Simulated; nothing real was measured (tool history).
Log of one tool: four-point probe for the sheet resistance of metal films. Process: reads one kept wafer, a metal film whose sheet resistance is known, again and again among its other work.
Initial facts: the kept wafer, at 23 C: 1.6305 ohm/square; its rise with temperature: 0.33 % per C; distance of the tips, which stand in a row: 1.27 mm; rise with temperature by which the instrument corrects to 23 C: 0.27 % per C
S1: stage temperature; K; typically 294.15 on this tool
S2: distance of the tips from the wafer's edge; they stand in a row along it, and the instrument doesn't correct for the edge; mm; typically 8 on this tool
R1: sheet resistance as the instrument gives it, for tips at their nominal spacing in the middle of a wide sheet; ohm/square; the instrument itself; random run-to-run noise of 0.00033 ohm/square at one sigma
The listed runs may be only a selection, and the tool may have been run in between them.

run   hour      S1  S2        R1
  1      0  294.15   8  1.661706
  2   26.7  303.15   8  1.671232
  3   65.7  303.15   8  1.670999
  4   87.2  303.15   8  1.671497
  5    125  294.15   8  1.661629
  6  151.6  307.15   8  1.675704
  7  192.3  307.15   8  1.676148
  8  227.1  307.15   8  1.675494
  9  257.2  296.15   6  1.680807
 10  297.2  296.15   6  1.680748
 11  338.4  296.15   6  1.681533
 12  357.8  299.15  21  1.649211
 13  396.9  294.15  41  1.641713
 14  433.6  297.15  14  1.651038
 15  455.4  293.15  35  1.640649
 16  488.6  306.15  34  1.655113

Forecast each of these 5 alternatives for the next run:
  A  507.5  292.15   8   ?
  B  507.5  296.15  16   ?
  C  507.5  293.15  20   ?
  D  507.5  306.15  13   ?
  E  507.5  302.15  62   ?

run        R1
  A  1.660062
  B  1.648325
  C  1.643092
  D  1.661492
  E  1.649961
Take away the tool's hidden state, keep each run's random variation, and the runs would have read:
run        R1
  A  1.647565
  B  1.635887
  C  1.630706
  D  1.648911
  E   1.63748

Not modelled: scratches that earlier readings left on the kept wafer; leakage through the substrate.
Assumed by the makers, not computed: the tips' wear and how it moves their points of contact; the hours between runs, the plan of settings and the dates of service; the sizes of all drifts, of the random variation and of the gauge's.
